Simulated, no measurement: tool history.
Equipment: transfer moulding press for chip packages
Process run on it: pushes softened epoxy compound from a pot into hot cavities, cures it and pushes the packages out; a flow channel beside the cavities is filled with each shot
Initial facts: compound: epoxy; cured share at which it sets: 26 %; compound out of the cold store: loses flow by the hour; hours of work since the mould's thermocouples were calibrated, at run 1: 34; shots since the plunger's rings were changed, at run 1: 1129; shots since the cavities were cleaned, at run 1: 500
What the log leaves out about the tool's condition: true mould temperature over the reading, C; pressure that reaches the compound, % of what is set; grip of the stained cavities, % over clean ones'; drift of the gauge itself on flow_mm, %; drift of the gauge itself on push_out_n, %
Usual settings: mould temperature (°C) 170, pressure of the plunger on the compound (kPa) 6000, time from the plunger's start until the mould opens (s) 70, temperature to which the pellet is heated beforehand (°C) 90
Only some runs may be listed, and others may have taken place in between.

| run | hour | mould temperature (°C) | pressure of the plunger on the compound (kPa) | time from the plunger's start until the mould opens (s) | temperature to which the pellet is heated beforehand (°C) | hours of work since the mould's thermocouples were calibrated | shots since the plunger's rings were changed | shots since the cavities were cleaned | incoming compound's hours out of the cold store | length that the compound runs in the flow channel (mm) | greatest force on the pins that push the packages out (N) |
|---|---|---|---|---|---|---|---|---|---|---|---|
| 1 | 0.0 | 170 | 6000 | 70 | 90 | 34 | 1129 | 500 | 19.1 | 977 | 697 |
|  | 4.3 | cavities cleaned with cleaning compound and waxed |
| 2 | 28.0 | 170 | 6000 | 70 | 90 | 54 | 1562 | 387 | 33.4 | 873 | 640 |
|  | 39.5 | cavities cleaned with cleaning compound and waxed |
| 3 | 59.3 | 170 | 6000 | 70 | 90 | 77 | 2050 | 324 | 21.8 | 941 | 614 |
|  | 74.3 | cavities cleaned with cleaning compound and waxed |
| 4 | 80.1 | 170 | 6000 | 70 | 90 | 92 | 2366 | 96 | 36.7 | 848 | 472 |
| 5 | 101.4 | 170 | 6000 | 70 | 90 | 108 | 2714 | 444 | 16.8 | 980 | 669 |
|  | 111.5 | cavities cleaned with cleaning compound and waxed |
| 6 | 120.5 | 170 | 5340 | 70 | 90 | 122 | 3003 | 148 | 29.8 | 831 | 516 |
| 7 | 139.4 | 170 | 6990 | 70 | 90 | 136 | 3311 | 456 | 12.1 | 1076 | 691 |
|  | 146.5 | cavities cleaned with cleaning compound and waxed |
|  | 163.0 | plunger's sealing rings changed |
| 8 | 168.2 | 170 | 6000 | 54 | 90 | 155 | 86 | 315 | 25.9 | 950 | 1178 |
|  | 185.0 | cavities cleaned with cleaning compound and waxed |
| 9 | 203.6 | 170 | 6710 | 70 | 90 | 181 | 639 | 304 | 15.3 | 1071 | 639 |
|  | 220.3 | cavities cleaned with cleaning compound and waxed |
| 10 | 238.6 | 170 | 6710 | 70 | 90 | 207 | 1189 | 301 | 33.1 | 927 | 622 |
|  | 255.7 | cavities cleaned with cleaning compound and waxed |
| 11 | 263.4 | 170 | 6000 | 70 | 90 | 225 | 1569 | 126 | 23.9 | 936 | 494 |
| 12 | 283.0 | 170 | 6000 | 70 | 90 | 240 | 1890 | 447 | 39.1 | 832 | 669 |
|  | 291.1 | cavities cleaned with cleaning compound and waxed |
| 13 | 307.6 | 170 | 6000 | 71 | 90 | 257 | 2268 | 269 | 42.7 | 795 | 545 |
|  | 326.5 | cavities cleaned with cleaning compound and waxed |
| 14 | 326.5 | 169 | 5950 | 70 | 97 | 271 | 2552 | 0 | 15.6 | 972 | 448 |
| 15 | 354.2 | 169 | 5950 | 70 | 97 | 292 | 3006 | 454 | 13.8 | 990 | 702 |
|  | 361.6 | cavities cleaned with cleaning compound and waxed |
| 16 | 383.8 | 169 | 5950 | 70 | 97 | 314 | 3465 | 362 | 39.1 | 800 | 631 |
|  | 396.3 | plunger's sealing rings changed |
|  | 400.1 | cavities cleaned with cleaning compound and waxed |
| 17 | 403.1 | 169 | 5950 | 70 | 97 | 325 | 86 | 49 | 43.5 | 821 | 470 |
| 18 | 417.4 | 177 | 5950 | 70 | 97 | 336 | 320 | 283 | 44.6 | 789 | 480 |
|  | 437.6 | cavities cleaned with cleaning compound and waxed |
| 19 | 447.6 | 177 | 5950 | 70 | 97 | 358 | 790 | 164 | 32.3 | 867 | 418 |
| 20 | 470.5 | 177 | 5950 | 70 | 97 | 376 | 1163 | 537 | 22.4 | 922 | 557 |
|  | 474.7 | cavities cleaned with cleaning compound and waxed |
| 21 | 493.1 | 175 | 6000 | 84 | 90 | 392 | 1509 | 300 | 41.1 | 810 | 464 |
|  | 510.6 | cavities cleaned with cleaning compound and waxed |
| 22 | 511.1 | 175 | 6000 | 84 | 90 | 405 | 1780 | 10 | 37.9 | 829 | 327 |
|  | 546.2 | cavities cleaned with cleaning compound and waxed |
| 23 | 546.2 | 170 | 6000 | 70 | 95 | 430 | 2329 | 0 | 16.8 | 993 | 447 |
| 24 | 573.4 | 163 | 6140 | 70 | 87 | 451 | 2774 | 445 | 20.4 | 969 | 1165 |
|  | 583.3 | cavities cleaned with cleaning compound and waxed |
| 25 | 598.7 | 165 | 5550 | 54 | 96 | 470 | 3163 | 252 | 26.3 | 879 | 1501 |
|  | 618.3 | cavities cleaned with cleaning compound and waxed |
|  | 629.7 | plunger's sealing rings changed |
| 26 | 629.7 | 177 | 6630 | 54 | 96 | 490 | 0 | 146 | 22.2 | 993 | 591 |

Alternative continuations, all from the tool just after run 26; predict every row:
| A | 650.6 | 177 | 4560 | 54 | 85 | 506 | 341 | 487 | 26.9 | ? | ? |
| B | 650.6 | 177 | 6630 | 54 | 98 | 506 | 341 | 487 | 8.7 | ? | ? |
| C | 650.6 | 170 | 7480 | 71 | 88 | 506 | 341 | 487 | 12.9 | ? | ? |
| D | 650.6 | 170 | 5660 | 70 | 90 | 506 | 341 | 487 | 46.2 | ? | ? |

| run | length that the compound runs in the flow channel (mm) | greatest force on the pins that push the packages out (N) |
|---|---|---|
| A | 799 | 869 |
| B | 1105 | 804 |
| C | 1155 | 712 |
| D | 790 | 645 |
Without the tool's unlogged condition, the same runs would have read:
| run | length that the compound runs in the flow channel (mm) | greatest force on the pins that push the packages out (N) |
|---|---|---|
| A | 802 | 495 |
| B | 1108 | 457 |
| C | 1158 | 408 |
| D | 792 | 374 |
